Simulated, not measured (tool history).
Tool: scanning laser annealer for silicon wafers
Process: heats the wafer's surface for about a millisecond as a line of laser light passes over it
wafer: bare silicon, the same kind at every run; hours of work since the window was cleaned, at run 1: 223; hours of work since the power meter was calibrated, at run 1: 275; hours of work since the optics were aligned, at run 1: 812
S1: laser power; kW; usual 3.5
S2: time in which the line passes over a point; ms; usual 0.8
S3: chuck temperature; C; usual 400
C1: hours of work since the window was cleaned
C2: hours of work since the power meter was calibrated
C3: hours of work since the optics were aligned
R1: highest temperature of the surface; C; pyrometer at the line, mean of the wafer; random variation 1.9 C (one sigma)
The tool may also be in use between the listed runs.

run	hour	S1	S2	S3	C1	C2	C3	R1
1	0	3.5	0.8	400	223	275	812	1171
2	10.6	3.809	0.8	400	228	280	818	1246
3	18	3.809	0.8	400	232	284	822	1251
4	32.4	3.809	0.8	400	240	292	829	1247
5	41.1	3.5	0.8	400	244	296	834	1169
6	49.1	3.5	0.8	400	249	301	838	1171
7	66	3.5	0.8	400	258	310	847	1173
8	77.4	3.5	0.8	387	264	316	853	1153
9	91.7	3.5	0.936	387	271	323	861	1209
10	100.1	3.5	0.936	387	276	327	865	1209
11	117.1	3.5	0.936	414	285	336	874	1240
12	130	3.5	0.936	414	291	343	881	1238
13	145	3.5	0.8	400	299	351	889	1167
14	153.6	3.5	0.8	400	304	356	893	1166
15	169.1	3.183	0.8	400	312	364	901	1091
16	184.1	3.183	0.8	400	320	372	909	1089
17	198.7	3.183	0.8	400	328	379	917	1092
18	214.1	3.5	0.8	400	336	388	925	1167
19	225.3	3.5	0.722	400	342	394	931	1132
20	232.8	3.087	0.936	415	346	397	935	1122
21	249.9	3.087	0.936	415	355	406	944	1124
22	265.2	3.407	0.8	361	363	415	952	1098
23	276.4	3.407	0.8	361	369	420	958	1101
24	288.2	3.443	0.887	364	375	427	964	1148
25	305.1	3.443	0.573	433	384	436	973	1085
26	320.9	3.5	0.78	398	392	444	981	1151
27	334.8	3.5	0.767	420	399	451	989	1168
28	342.4	3.552	0.767	420	403	455	993	1183
29	358.9	3.5	0.854	406	412	464	1002	1188
30	369.1	3.765	0.742	406	417	469	1007	1205
31	380.8	2.998	0.742	419	424	476	1013	1038
32	393.8	3.418	0.8	400	430	482	1020	1139
33	408.7	3.418	0.8	400	438	490	1028	1141
34	418.4	3.418	0.8	400	443	495	1033	1139
35	429.5	3.668	0.62	365	449	501	1039	1084
36	442.1	3.668	0.62	365	456	508	1045	1081
37	455.5	3.5	0.73	400	463	515	1052	1130
# hour 462.5: window over the wafer cleaned
38	469.6	3.5	0.73	400	4	521	1059	1143

How the hidden state differs across the entries between the runs, from the last listed run before each to the first after it:
Between runs 37 and 38: window over the wafer cleaned (hour 462.5)
  light that passes the window, % of a clean one's: 97.77 -> 99.81; width of the line over the set one, %: 2.35 -> 2.36
  measured less the result without the state, R1: -33 -> -16 C
